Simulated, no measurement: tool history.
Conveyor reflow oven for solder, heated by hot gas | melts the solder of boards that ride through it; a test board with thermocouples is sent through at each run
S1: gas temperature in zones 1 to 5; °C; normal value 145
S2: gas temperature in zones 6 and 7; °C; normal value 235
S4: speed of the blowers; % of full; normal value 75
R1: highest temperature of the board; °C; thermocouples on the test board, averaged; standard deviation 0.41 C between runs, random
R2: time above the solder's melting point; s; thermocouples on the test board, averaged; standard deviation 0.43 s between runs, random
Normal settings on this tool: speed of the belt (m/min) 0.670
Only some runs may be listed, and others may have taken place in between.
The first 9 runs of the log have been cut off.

Run 10, hour 221.3: usual settings but S4 61 % of full. Result: R1 216.1 °C, R2 48.1 s.
Run 11, hour 255.9: usual settings but S4 61 % of full. Result: R1 216.2 °C, R2 47.3 s.
Run 12, hour 284.9: usual settings but S1 142 °C, S4 61 % of full. Result: R1 215.7 °C, R2 46.3 s.
Run 13, hour 304.3: usual settings. Result: R1 218.7 °C, R2 49.4 s.
Run 14, hour 319.4: usual settings. Result: R1 218.9 °C, R2 50.4 s.
Run 15, hour 339.6: usual settings. Result: R1 218.4 °C, R2 49.5 s.
At hour 352.6: flux residue cleaned out of gas plates and filters.
Run 16, hour 376.9: usual settings. Result: R1 221.0 °C, R2 51.2 s.
Run 17, hour 396.7: usual settings. Result: R1 220.9 °C, R2 50.9 s.
Run 18, hour 417.2: usual settings but S1 157 °C, S2 240 °C, speed of the belt (m/min) 0.554, S4 77 % of full. Result: R1 232.4 °C, R2 74.2 s.
Run 19, hour 431.9: usual settings. Result: R1 220.2 °C, R2 50.8 s.
Run 20, hour 462.7: usual settings but S1 146 °C. Result: R1 220.4 °C, R2 51.6 s.
Run 21, hour 482.6: usual settings but S1 146 °C, S4 64 % of full. Result: R1 218.7 °C, R2 50.6 s.
Run 22, hour 505.6: usual settings but S1 136 °C, speed of the belt (m/min) 0.611, S4 57 % of full. Result: R1 217.5 °C, R2 52.0 s.
Run 23, hour 525.0: usual settings but speed of the belt (m/min) 0.637. Result: R1 221.6 °C, R2 54.5 s.
Run 24, hour 543.8: usual settings but S2 232 °C, speed of the belt (m/min) 0.637, S4 59 % of full. Result: R1 215.9 °C, R2 50.3 s.
Run 25, hour 565.8: usual settings but S2 232 °C, speed of the belt (m/min) 0.637, S4 59 % of full. Result: R1 216.1 °C, R2 51.0 s.
Run 26, hour 589.6: usual settings but S1 140 °C, speed of the belt (m/min) 0.700. Result: R1 216.7 °C, R2 45.5 s.
Run 27, hour 619.0: usual settings but S1 148 °C, S2 234 °C, S4 65 % of full. Result: R1 218.2 °C, R2 50.2 s.
Run 28, hour 644.9: usual settings but S1 148 °C, S2 241 °C, speed of the belt (m/min) 0.781, S4 65 % of full. Result: R1 216.8 °C, R2 41.8 s.
At hour 657.6: flux residue cleaned out of gas plates and filters.
Run 29, hour 669.6: usual settings but S4 53 % of full. Result: R1 216.8 °C, R2 48.9 s.
Run 30, hour 693.4: usual settings but S2 234 °C, speed of the belt (m/min) 0.789, S4 79 % of full. Result: R1 216.0 °C, R2 40.5 s.
Run 31, hour 709.6: usual settings but S2 234 °C, speed of the belt (m/min) 0.789, S4 79 % of full. Result: R1 214.8 °C, R2 39.7 s.
Run 32, hour 740.6: usual settings but S2 244 °C, speed of the belt (m/min) 0.788, S4 81 % of full. Result: R1 224.2 °C, R2 44.4 s.

What if the next run were any one of these 3? Each begins from the tool's condition after run 32:
Run A, hour 770.7: usual settings but S2 247 °C, speed of the belt (m/min) 0.644, S4 51 % of full. Result: R1 ?, R2 ?.
Run B, hour 770.7: usual settings but S2 246 °C. Result: R1 ?, R2 ?.
Run C, hour 770.7: usual settings but S1 132 °C. Result: R1 ?, R2 ?.

run     R1    R2
  A  227.8  57.7
  B  230.4  57.2
  C  217.5  45.8
Take away the tool's hidden state, keep each run's random variation, and the runs would have read:
run     R1    R2
  A  224.4  54.7
  B  227.1  54.6
  C  214.3  43.0
